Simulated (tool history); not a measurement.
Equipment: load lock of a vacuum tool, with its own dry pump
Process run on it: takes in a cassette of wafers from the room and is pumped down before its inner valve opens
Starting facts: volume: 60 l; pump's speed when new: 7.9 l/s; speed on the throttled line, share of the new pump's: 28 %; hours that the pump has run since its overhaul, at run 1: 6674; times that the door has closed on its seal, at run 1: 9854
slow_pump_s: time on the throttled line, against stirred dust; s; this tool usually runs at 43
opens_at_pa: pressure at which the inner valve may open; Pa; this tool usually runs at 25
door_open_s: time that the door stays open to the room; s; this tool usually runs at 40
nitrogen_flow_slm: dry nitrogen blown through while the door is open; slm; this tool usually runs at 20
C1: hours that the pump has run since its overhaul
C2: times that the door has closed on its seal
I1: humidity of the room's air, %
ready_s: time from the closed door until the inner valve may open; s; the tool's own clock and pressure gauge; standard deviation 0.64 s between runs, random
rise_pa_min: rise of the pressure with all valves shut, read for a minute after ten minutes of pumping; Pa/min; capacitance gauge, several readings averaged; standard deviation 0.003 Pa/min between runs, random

run 1 day=0 | slow_pump_s=43 opens_at_pa=25 door_open_s=40 nitrogen_flow_slm=20 | C1=6674 C2=9854 | I1=45.5 | ready_s=98.4 rise_pa_min=0.061
run 2 day=6.521 | slow_pump_s=43 opens_at_pa=41 door_open_s=40 nitrogen_flow_slm=20 | C1=6830 C2=10276 | I1=47.2 | ready_s=93.2 rise_pa_min=0.075
run 3 day=15.896 | slow_pump_s=43 opens_at_pa=41 door_open_s=40 nitrogen_flow_slm=20 | C1=7055 C2=10881 | I1=44.3 | ready_s=93.6 rise_pa_min=0.075
run 4 day=21.938 | slow_pump_s=43 opens_at_pa=41 door_open_s=40 nitrogen_flow_slm=20 | C1=7200 C2=11272 | I1=46.7 | ready_s=94.9 rise_pa_min=0.08
run 5 day=31.025 | slow_pump_s=43 opens_at_pa=25 door_open_s=48 nitrogen_flow_slm=20 | C1=7418 C2=11859 | I1=46.1 | ready_s=98.6 rise_pa_min=0.086
run 6 day=39.679 | slow_pump_s=43 opens_at_pa=25 door_open_s=48 nitrogen_flow_slm=20 | C1=7626 C2=12418 | I1=43.3 | ready_s=99.2 rise_pa_min=0.085
run 7 day=44.767 | slow_pump_s=43 opens_at_pa=25 door_open_s=48 nitrogen_flow_slm=20 | C1=7748 C2=12746 | I1=43.2 | ready_s=98 rise_pa_min=0.094
run 8 day=55.025 | slow_pump_s=43 opens_at_pa=25 door_open_s=48 nitrogen_flow_slm=20 | C1=7994 C2=13409 | I1=47.8 | ready_s=98.1 rise_pa_min=0.103
run 9 day=60.792 | slow_pump_s=43 opens_at_pa=25 door_open_s=48 nitrogen_flow_slm=19 | C1=8133 C2=13782 | I1=46.1 | ready_s=99.5 rise_pa_min=0.103
run 10 day=69.492 | slow_pump_s=43 opens_at_pa=25 door_open_s=48 nitrogen_flow_slm=19 | C1=8342 C2=14344 | I1=44.7 | ready_s=100 rise_pa_min=0.103
run 11 day=75.454 | slow_pump_s=43 opens_at_pa=25 door_open_s=40 nitrogen_flow_slm=20 | C1=8485 C2=14729 | I1=44.2 | ready_s=100.4 rise_pa_min=0.111
run 12 day=82.838 | slow_pump_s=43 opens_at_pa=25 door_open_s=40 nitrogen_flow_slm=20 | C1=8662 C2=15206 | I1=43.4 | ready_s=100 rise_pa_min=0.117
run 13 day=91.242 | slow_pump_s=43 opens_at_pa=25 door_open_s=40 nitrogen_flow_slm=4 | C1=8864 C2=15749 | I1=45.4 | ready_s=100 rise_pa_min=0.134
run 14 day=96.788 | slow_pump_s=44 opens_at_pa=25 door_open_s=40 nitrogen_flow_slm=4 | C1=8997 C2=16107 | I1=45.9 | ready_s=99.7 rise_pa_min=0.137
run 15 day=107.008 | slow_pump_s=44 opens_at_pa=25 door_open_s=40 nitrogen_flow_slm=4 | C1=9242 C2=16767 | I1=45.4 | ready_s=99.6 rise_pa_min=0.149
run 16 day=117.058 | slow_pump_s=44 opens_at_pa=28 door_open_s=40 nitrogen_flow_slm=4 | C1=9483 C2=17417 | I1=43.2 | ready_s=99.5 rise_pa_min=0.154
run 17 day=126.592 | slow_pump_s=44 opens_at_pa=28 door_open_s=40 nitrogen_flow_slm=4 | C1=9712 C2=18033 | I1=45.5 | ready_s=99.6 rise_pa_min=0.155
run 18 day=134.608 | slow_pump_s=44 opens_at_pa=28 door_open_s=40 nitrogen_flow_slm=4 | C1=9904 C2=18550 | I1=44.6 | ready_s=100.1 rise_pa_min=0.168
run 19 day=140.054 | slow_pump_s=43 opens_at_pa=25 door_open_s=40 nitrogen_flow_slm=20 | C1=10035 C2=18902 | I1=46.2 | ready_s=100.7 rise_pa_min=0.155
run 20 day=145.85 | slow_pump_s=43 opens_at_pa=25 door_open_s=72 nitrogen_flow_slm=11 | C1=10174 C2=19277 | I1=45.2 | ready_s=100.3 rise_pa_min=0.171
run 21 day=154.8 | slow_pump_s=43 opens_at_pa=46 door_open_s=150 nitrogen_flow_slm=15 | C1=10389 C2=19855 | I1=49.7 | ready_s=95 rise_pa_min=0.18
run 22 day=161.692 | slow_pump_s=43 opens_at_pa=25 door_open_s=69 nitrogen_flow_slm=20 | C1=10554 C2=20300 | I1=44.6 | ready_s=100.6 rise_pa_min=0.176
run 23 day=166.4 | slow_pump_s=43 opens_at_pa=38 door_open_s=40 nitrogen_flow_slm=33 | C1=10667 C2=20604 | I1=46 | ready_s=97.7 rise_pa_min=0.174
run 24 day=172.671 | slow_pump_s=43 opens_at_pa=38 door_open_s=40 nitrogen_flow_slm=33 | C1=10818 C2=21009 | I1=47.1 | ready_s=97.6 rise_pa_min=0.176
run 25 day=182.129 | slow_pump_s=41 opens_at_pa=25 door_open_s=40 nitrogen_flow_slm=11 | C1=11045 C2=21620 | I1=45.8 | ready_s=98.6 rise_pa_min=0.191
run 26 day=186.946 | slow_pump_s=45 opens_at_pa=25 door_open_s=52 nitrogen_flow_slm=11 | C1=11161 C2=21932 | I1=41.9 | ready_s=101.1 rise_pa_min=0.198
run 27 day=192.721 | slow_pump_s=45 opens_at_pa=25 door_open_s=52 nitrogen_flow_slm=11 | C1=11299 C2=22305 | I1=45 | ready_s=102.2 rise_pa_min=0.208
run 28 day=202.804 | slow_pump_s=43 opens_at_pa=25 door_open_s=216 nitrogen_flow_slm=10 | C1=11541 C2=22956 | I1=43.4 | ready_s=100.4 rise_pa_min=0.215
run 29 day=208.221 | slow_pump_s=26 opens_at_pa=46 door_open_s=216 nitrogen_flow_slm=10 | C1=11671 C2=23306 | I1=44.9 | ready_s=84.4 rise_pa_min=0.229
run 30 day=213.592 | slow_pump_s=26 opens_at_pa=46 door_open_s=35 nitrogen_flow_slm=9 | C1=11800 C2=23653 | I1=47 | ready_s=84.2 rise_pa_min=0.228
run 31 day=222.412 | slow_pump_s=26 opens_at_pa=46 door_open_s=35 nitrogen_flow_slm=9 | C1=12012 C2=24223 | I1=45.2 | ready_s=84.2 rise_pa_min=0.234
run 32 day=231.375 | slow_pump_s=26 opens_at_pa=46 door_open_s=35 nitrogen_flow_slm=9 | C1=12227 C2=24802 | I1=45.7 | ready_s=84.7 rise_pa_min=0.242
run 33 day=236.95 | slow_pump_s=26 opens_at_pa=46 door_open_s=35 nitrogen_flow_slm=9 | C1=12361 C2=25162 | I1=45.9 | ready_s=83.7 rise_pa_min=0.248
run 34 day=245.329 | slow_pump_s=75 opens_at_pa=19 door_open_s=26 nitrogen_flow_slm=20 | C1=12562 C2=25703 | I1=45.6 | ready_s=127.3 rise_pa_min=0.243
run 35 day=253.029 | slow_pump_s=43 opens_at_pa=25 door_open_s=194 nitrogen_flow_slm=20 | C1=12747 C2=26201 | I1=46.3 | ready_s=101.3 rise_pa_min=0.263
run 36 day=260.104 | slow_pump_s=47 opens_at_pa=32 door_open_s=157 nitrogen_flow_slm=16 | C1=12916 C2=26658 | I1=46.9 | ready_s=101.5 rise_pa_min=0.274
run 37 day=268.733 | slow_pump_s=47 opens_at_pa=28 door_open_s=157 nitrogen_flow_slm=4 | C1=13123 C2=27215 | I1=45.5 | ready_s=103.7 rise_pa_min=0.292
run 38 day=278.15 | slow_pump_s=74 opens_at_pa=29 door_open_s=31 nitrogen_flow_slm=8 | C1=13349 C2=27824 | I1=46.2 | ready_s=121.5 rise_pa_min=0.286

3 ways to go on from here, each from the tool as it stands after run 38. What would each give?
run A day=286.512 | slow_pump_s=47 opens_at_pa=29 door_open_s=30 nitrogen_flow_slm=13 | C1=13550 C2=28364 | I1=47 | ready_s=? rise_pa_min=?
run B day=286.512 | slow_pump_s=43 opens_at_pa=25 door_open_s=215 nitrogen_flow_slm=31 | C1=13550 C2=28364 | I1=45.7 | ready_s=? rise_pa_min=?
run C day=286.512 | slow_pump_s=74 opens_at_pa=29 door_open_s=87 nitrogen_flow_slm=15 | C1=13550 C2=28364 | I1=45 | ready_s=? rise_pa_min=?

run=A ready_s=102.8 rise_pa_min=0.292
run=B ready_s=102.1 rise_pa_min=0.295
run=C ready_s=122 rise_pa_min=0.299
Without the tool's unlogged condition, the same runs would have read:
run=A ready_s=95.3 rise_pa_min=0.011
run=B ready_s=94.2 rise_pa_min=0.017
run=C ready_s=115.6 rise_pa_min=0.02
